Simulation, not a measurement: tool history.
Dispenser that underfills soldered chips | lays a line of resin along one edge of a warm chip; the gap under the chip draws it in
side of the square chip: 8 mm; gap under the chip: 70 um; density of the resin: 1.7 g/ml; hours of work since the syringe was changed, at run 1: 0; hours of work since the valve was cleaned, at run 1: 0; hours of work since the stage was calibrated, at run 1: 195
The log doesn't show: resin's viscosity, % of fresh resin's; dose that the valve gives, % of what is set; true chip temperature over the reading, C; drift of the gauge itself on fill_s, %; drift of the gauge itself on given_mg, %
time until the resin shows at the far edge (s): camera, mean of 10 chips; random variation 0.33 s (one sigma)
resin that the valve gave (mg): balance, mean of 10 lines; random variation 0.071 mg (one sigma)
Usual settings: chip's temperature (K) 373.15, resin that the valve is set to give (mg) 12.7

run	hour	chip's temperature (K)	resin that the valve is set to give (mg)	hours of work since the syringe was changed	hours of work since the valve was cleaned	hours of work since the stage was calibrated	time until the resin shows at the far edge (s)	resin that the valve gave (mg)
1	0	373.15	12.7	0	0	195	14.1	12.76
2	6.5	373.15	12.7	5	5	200	21.2	12.64
# hour 9.2: new syringe of resin
3	9.7	373.15	12.7	0	8	202	13.9	12.66
4	14.4	377.15	12.7	4	11	206	15.8	12.57
# hour 18.2: new syringe of resin
5	18.3	377.15	12.7	0	14	209	12	12.57
6	22.6	382.15	12.7	3	17	212	12.1	12.55
7	25.9	382.15	12.7	6	20	215	15.5	12.54
# hour 27.2: new syringe of resin
8	31.5	382.15	12.7	3	24	219	12.2	12.5
9	34.9	382.15	12.7	6	27	222	14.8	12.43
# hour 36.5: new syringe of resin
10	39.9	373.15	12.7	3	31	226	17.2	12.35
11	43.9	373.15	12.7	6	34	229	21.7	12.31
# hour 45.4: new syringe of resin
12	49.1	373.15	10.9	3	38	233	18.8	10.65
# hour 54.5: new syringe of resin
13	55.4	373.15	10.9	1	43	237	15.6	10.5
14	61.5	373.15	10.9	6	47	242	22.4	10.38
# hour 63.5: new syringe of resin
15	65.7	373.15	10.9	2	50	245	16.3	10.55
16	70.6	373.15	10.9	6	54	249	22.4	10.43
# hour 72.6: new syringe of resin
17	74.1	373.15	10.9	1	57	252	15.9	10.46
18	79.1	373.15	10.9	5	61	256	22.6	10.4
# hour 81.6: new syringe of resin
19	84.4	373.15	10.9	2	65	260	16.9	10.44
20	87.6	368.15	11.3	5	67	262	25.7	10.76
# hour 90.8: new syringe of resin
21	92.8	379.15	16	2	71	266	11.6	15.19
22	96.9	364.15	11.1	5	74	269	30.9	10.46
# hour 100.3: new syringe of resin
23	102.9	364.15	11.1	2	79	274	25.9	10.35
24	105.9	364.15	11.1	4	81	276	30.5	10.53
# hour 109.2: new syringe of resin
25	111.1	385.15	13.9	1	85	280	9.7	12.98
26	115.4	387.15	16.3	5	89	284	11.1	15.38
# hour 118.4: new syringe of resin
27	119.9	371.15	13.2	1	92	287	16.8	12.24
28	124.8	371.15	13.2	5	96	291	22.5	12.17
# hour 127.7: new syringe of resin
29	130.6	371.15	13.2	2	100	295	18.5	12.1

Forecast run 30:
30	134	371.15	12.4	5	103	298	?	?

Run 30 gave time until the resin shows at the far edge (s) 23.3, resin that the valve gave (mg) 11.36.
Without the tool's hidden state the same run would have given time until the resin shows at the far edge (s) 16.3, resin that the valve gave (mg) 12.32.
